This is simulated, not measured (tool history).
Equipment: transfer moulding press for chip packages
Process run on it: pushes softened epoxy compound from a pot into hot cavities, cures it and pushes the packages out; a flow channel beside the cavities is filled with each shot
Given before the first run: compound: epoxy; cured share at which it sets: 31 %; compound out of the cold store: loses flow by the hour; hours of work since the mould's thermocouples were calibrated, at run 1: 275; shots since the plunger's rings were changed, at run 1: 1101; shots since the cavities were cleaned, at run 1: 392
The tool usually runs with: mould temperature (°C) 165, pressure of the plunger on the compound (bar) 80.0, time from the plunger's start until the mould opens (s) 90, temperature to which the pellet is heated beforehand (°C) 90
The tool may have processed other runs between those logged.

run,day,mould temperature (°C),pressure of the plunger on the compound (bar),time from the plunger's start until the mould opens (s),temperature to which the pellet is heated beforehand (°C),hours of work since the mould's thermocouples were calibrated,shots since the plunger's rings were changed,shots since the cavities were cleaned,incoming compound's hours out of the cold store,length that the compound runs in the flow channel (mm),greatest force on the pins that push the packages out (N)
1,0.000,165,80.0,90,90,275,1101,392,17.3,891,649
2,0.704,165,80.0,90,90,288,1353,644,11.5,901,734
3,1.167,165,80.0,90,90,297,1520,811,37.5,843,729
# day 1.667: cavities cleaned with cleaning compound and waxed
4,1.900,165,80.0,90,90,309,1760,83,20.9,877,524
5,2.404,165,80.0,90,90,319,1941,264,17.2,884,625
6,3.225,165,80.0,90,90,334,2235,558,36.5,842,697
7,3.804,165,80.0,90,90,345,2443,766,16.9,881,769
# day 4.417: cavities cleaned with cleaning compound and waxed
8,4.558,165,80.0,90,90,357,2690,50,40.4,827,499
9,5.267,165,80.0,90,90,371,2945,305,37.1,833,620
10,5.954,165,78.4,90,90,383,3191,551,11.6,879,746
11,6.833,165,78.4,90,90,400,3507,867,46.5,797,744
# day 7.179: plunger's sealing rings changed
# day 7.242: cavities cleaned with cleaning compound and waxed
12,7.396,165,78.4,90,90,407,55,55,33.4,855,506
13,8.154,165,78.4,90,90,421,328,328,28.4,867,648
14,8.800,165,78.4,90,90,433,559,559,35.5,843,710
15,9.408,170,85.0,84,99,444,778,778,10.2,919,621
# day 9.958: cavities cleaned with cleaning compound and waxed
16,10.317,167,76.6,112,97,460,1080,128,47.6,798,377
17,10.775,167,76.6,112,97,469,1245,293,26.0,847,415
18,11.412,164,76.6,85,97,480,1473,521,35.9,829,802
19,12.071,171,76.6,85,97,493,1709,757,30.2,820,581
# day 12.692: cavities cleaned with cleaning compound and waxed
20,12.712,165,80.0,90,89,503,1917,7,11.3,900,487
21,13.246,165,80.0,90,89,513,2109,199,10.7,903,625
22,13.708,164,75.1,90,83,522,2274,364,45.1,800,710
23,14.325,164,75.1,90,83,533,2496,586,16.5,861,813
# day 14.888: mould's thermocouples calibrated
24,14.888,164,75.1,100,83,0,2668,758,31.5,823,655
# day 15.479: cavities cleaned with cleaning compound and waxed
25,15.771,164,75.1,100,83,15,2962,104,32.0,822,464
26,16.396,164,75.1,100,84,27,3185,327,45.1,793,535
27,17.246,165,80.0,90,90,43,3491,633,24.5,853,724
# day 17.617: plunger's sealing rings changed
28,18.108,165,80.0,90,90,57,177,905,19.0,890,794

Branching from run 28: 3 alternative next runs. What would each branch give?
# day 18.296: cavities cleaned with cleaning compound and waxed
A,18.892,165,80.0,105,85,70,435,213,46.9,?,?
# day 18.296: cavities cleaned with cleaning compound and waxed
B,18.892,165,80.0,90,99,70,435,213,9.9,?,?
# day 18.296: cavities cleaned with cleaning compound and waxed
C,18.892,168,80.0,116,81,70,435,213,42.9,?,?

run,length that the compound runs in the flow channel (mm),greatest force on the pins that push the packages out (N)
A,832,426
B,913,568
C,834,374
With no hidden state in the tool, these same runs would have given:
run,length that the compound runs in the flow channel (mm),greatest force on the pins that push the packages out (N)
A,835,339
B,917,450
C,837,299
